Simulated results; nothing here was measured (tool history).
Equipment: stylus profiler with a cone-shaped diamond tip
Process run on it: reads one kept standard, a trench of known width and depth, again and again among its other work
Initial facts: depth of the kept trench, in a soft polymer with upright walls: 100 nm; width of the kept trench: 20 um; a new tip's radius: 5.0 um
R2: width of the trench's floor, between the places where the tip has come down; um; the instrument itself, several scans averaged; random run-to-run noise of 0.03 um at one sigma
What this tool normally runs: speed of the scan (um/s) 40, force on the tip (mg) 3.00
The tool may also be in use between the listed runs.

Run 1, hour 0.0: usual settings. Result: depth of the trench (nm) 101.03, R2 17.72 um.
Run 2, hour 8.2: usual settings. Result: depth of the trench (nm) 101.06, R2 17.66 um.
Run 3, hour 17.2: usual settings but speed of the scan (um/s) 17. Result: depth of the trench (nm) 101.03, R2 17.74 um.
Run 4, hour 36.9: usual settings. Result: depth of the trench (nm) 101.00, R2 17.70 um.
Run 5, hour 51.5: usual settings. Result: depth of the trench (nm) 100.95, R2 17.65 um.
Run 6, hour 67.6: usual settings. Result: depth of the trench (nm) 100.97, R2 17.59 um.
Run 7, hour 76.4: usual settings. Result: depth of the trench (nm) 100.95, R2 17.62 um.
Run 8, hour 95.9: usual settings but force on the tip (mg) 1.56. Result: depth of the trench (nm) 100.48, R2 17.59 um.
Run 9, hour 114.5: usual settings. Result: depth of the trench (nm) 101.05, R2 17.63 um.
Run 10, hour 134.6: usual settings but force on the tip (mg) 2.81. Result: depth of the trench (nm) 100.93, R2 17.65 um.
Run 11, hour 144.0: usual settings but force on the tip (mg) 2.81. Result: depth of the trench (nm) 100.94, R2 17.58 um.
Run 12, hour 157.2: usual settings but force on the tip (mg) 3.53. Result: depth of the trench (nm) 101.02, R2 17.62 um.
Run 13, hour 177.5: usual settings but force on the tip (mg) 3.53. Result: depth of the trench (nm) 101.15, R2 17.65 um.
Run 14, hour 189.5: usual settings but force on the tip (mg) 4.33. Result: depth of the trench (nm) 101.24, R2 17.65 um.
Run 15, hour 206.1: usual settings but speed of the scan (um/s) 66, force on the tip (mg) 1.09. Result: depth of the trench (nm) 100.21, R2 17.42 um.
Run 16, hour 226.1: usual settings but speed of the scan (um/s) 15, force on the tip (mg) 2.34. Result: depth of the trench (nm) 100.77, R2 17.69 um.
Run 17, hour 240.8: usual settings but speed of the scan (um/s) 15, force on the tip (mg) 2.34. Result: depth of the trench (nm) 100.74, R2 17.72 um.
Run 18, hour 253.8: usual settings but speed of the scan (um/s) 19, force on the tip (mg) 2.57. Result: depth of the trench (nm) 100.85, R2 17.67 um.
Run 19, hour 262.8: usual settings but speed of the scan (um/s) 64, force on the tip (mg) 2.73. Result: depth of the trench (nm) 100.81, R2 17.50 um.
Run 20, hour 277.2: usual settings but speed of the scan (um/s) 64, force on the tip (mg) 2.73. Result: depth of the trench (nm) 100.95, R2 17.52 um.
Run 21, hour 293.7: usual settings but speed of the scan (um/s) 46. Result: depth of the trench (nm) 100.97, R2 17.55 um.
Run 22, hour 303.6: usual settings but speed of the scan (um/s) 76, force on the tip (mg) 1.43. Result: depth of the trench (nm) 100.47, R2 17.42 um.
Run 23, hour 312.9: usual settings but speed of the scan (um/s) 76, force on the tip (mg) 1.43. Result: depth of the trench (nm) 100.48, R2 17.38 um.
Run 24, hour 321.4: usual settings but speed of the scan (um/s) 72, force on the tip (mg) 1.80. Result: depth of the trench (nm) 100.60, R2 17.45 um.
Run 25, hour 339.3: usual settings but speed of the scan (um/s) 115, force on the tip (mg) 2.78. Result: depth of the trench (nm) 100.94, R2 17.30 um.
Run 26, hour 350.6: usual settings but speed of the scan (um/s) 113, force on the tip (mg) 5.25. Result: depth of the trench (nm) 101.45, R2 17.44 um.
Run 27, hour 366.1: usual settings but speed of the scan (um/s) 152, force on the tip (mg) 4.10. Result: depth of the trench (nm) 101.15, R2 17.30 um.

Branching from run 27: 5 alternative next runs. What would each branch give?
Run A, hour 378.6: usual settings but speed of the scan (um/s) 87. Result: depth of the trench (nm) ?, R2 ?.
Run B, hour 378.6: usual settings but force on the tip (mg) 1.81. Result: depth of the trench (nm) ?, R2 ?.
Run C, hour 378.6: usual settings but speed of the scan (um/s) 42, force on the tip (mg) 3.15. Result: depth of the trench (nm) ?, R2 ?.
Run D, hour 378.6: usual settings but speed of the scan (um/s) 126, force on the tip (mg) 7.21. Result: depth of the trench (nm) ?, R2 ?.
Run E, hour 378.6: usual settings but speed of the scan (um/s) 152, force on the tip (mg) 1.93. Result: depth of the trench (nm) ?, R2 ?.

run  depth of the trench (nm)     R2
  A                    100.93  17.43
  B                    100.58  17.58
  C                    100.86  17.59
  D                    101.91  17.45
  E                    100.55  17.09
What these runs would have given with no unlogged condition in the tool:
run  depth of the trench (nm)     R2
  A                    101.23  17.74
  B                    100.88  17.89
  C                    101.16  17.89
  D                    102.22  17.76
  E                    100.86  17.40
